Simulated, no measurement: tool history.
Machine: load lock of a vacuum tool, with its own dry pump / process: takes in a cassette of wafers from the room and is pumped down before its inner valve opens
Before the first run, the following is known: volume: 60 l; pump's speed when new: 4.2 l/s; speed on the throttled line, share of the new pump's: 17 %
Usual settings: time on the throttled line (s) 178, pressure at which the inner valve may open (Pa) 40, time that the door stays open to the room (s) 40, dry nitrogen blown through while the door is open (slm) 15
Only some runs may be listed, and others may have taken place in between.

run    hour  time on the throttled line (s)  pressure at which the inner valve may open (Pa)  time that the door stays open to the room (s)  dry nitrogen blown through while the door is open (slm)  incoming humidity of the room's air, %  time from the closed door until the inner valve may open (s)  rise of the pressure with all valves shut (Pa/min)
  1     0.0                             178                                               40                                             40                                                       15                                    42.8                                                         268.7                                               0.146
  2   143.0                             216                                               40                                             40                                                       15                                    44.0                                                         300.3                                               0.153
  3   336.5                             216                                               40                                             40                                                       15                                    43.9                                                         296.6                                               0.149
  4   525.5                             216                                               40                                             40                                                       15                                    42.4                                                         299.4                                               0.160
  5   735.2                             178                                               40                                             40                                                       44                                    46.7                                                         268.6                                               0.155
  6   862.9                             178                                               40                                             40                                                       44                                    42.6                                                         265.6                                               0.156
  7  1077.1                             178                                               40                                             40                                                       15                                    42.6                                                         267.1                                               0.173
  8  1202.2                             178                                               40                                             40                                                       15                                    42.9                                                         268.1                                               0.177
  9  1357.3                             178                                               40                                             40                                                       15                                    44.9                                                         265.9                                               0.179
 10  1509.0                             178                                               40                                             40                                                       15                                    45.5                                                         268.9                                               0.186
 11  1706.7                             178                                               40                                             40                                                       15                                    42.0                                                         269.1                                               0.195
 12  1923.1                             178                                               40                                             40                                                       15                                    44.3                                                         266.1                                               0.206
 13  2034.0                             178                                               40                                             40                                                       15                                    47.9                                                         269.0                                               0.205
 14  2236.2                             178                                               40                                             40                                                       15                                    46.7                                                         267.5                                               0.209
 15  2402.3                             178                                               40                                            106                                                       15                                    45.4                                                         265.6                                               0.255
 16  2554.3                             178                                               40                                             40                                                       15                                    44.6                                                         268.7                                               0.220
 17  2754.6                             178                                               54                                             35                                                       15                                    44.9                                                         263.8                                               0.227
 18  2915.1                             109                                               48                                             43                                                        8                                    44.2                                                         209.0                                               0.240
 19  3071.0                             116                                               40                                             40                                                       22                                    46.9                                                         220.2                                               0.231
 20  3228.7                             116                                               35                                            168                                                        8                                    45.2                                                         222.7                                               0.328
 21  3405.3                             116                                               35                                            168                                                        8                                    46.0                                                         221.0                                               0.341
 22  3612.0                             249                                               35                                            168                                                        8                                    47.4                                                         331.1                                               0.352
 23  3830.0                             249                                               35                                            168                                                        8                                    40.8                                                         330.4                                               0.341
 24  4051.8                             249                                               35                                            168                                                       32                                    46.6                                                         329.7                                               0.314
 25  4222.4                             159                                               40                                             47                                                       15                                    44.8                                                         256.2                                               0.288
 26  4422.9                             121                                               40                                            209                                                       15                                    45.1                                                         227.4                                               0.373
 27  4640.7                             178                                               40                                            163                                                       28                                    44.8                                                         271.8                                               0.331
 28  4821.2                             178                                               40                                            163                                                       11                                    45.2                                                         270.7                                               0.381
 29  4934.9                             178                                               40                                            163                                                       11                                    48.9                                                         271.8                                               0.392
 30  5158.9                             178                                               40                                            163                                                       11                                    44.4                                                         272.6                                               0.395
 31  5352.9                             338                                               28                                             64                                                        8                                    44.6                                                         409.2                                               0.359
 32  5509.7                             165                                               28                                             66                                                        8                                    46.0                                                         268.4                                               0.367

Branching from run 32: 3 alternative next runs. What would each branch give?
  A  5607.3                             165                                               28                                             34                                                       15                                    45.7                                                             ?                                                   ?
  B  5607.3                             120                                               40                                             40                                                       15                                    42.3                                                             ?                                                   ?
  C  5607.3                             236                                               40                                             40                                                       15                                    42.0                                                             ?                                                   ?

run  time from the closed door until the inner valve may open (s)  rise of the pressure with all valves shut (Pa/min)
  A                                                         268.5                                               0.333
  B                                                         225.8                                               0.330
  C                                                         316.3                                               0.340
With the hidden condition removed and each run's random variation left untouched, the same runs would have given:
run  time from the closed door until the inner valve may open (s)  rise of the pressure with all valves shut (Pa/min)
  A                                                         254.6                                               0.033
  B                                                         211.5                                               0.029
  C                                                         304.8                                               0.038
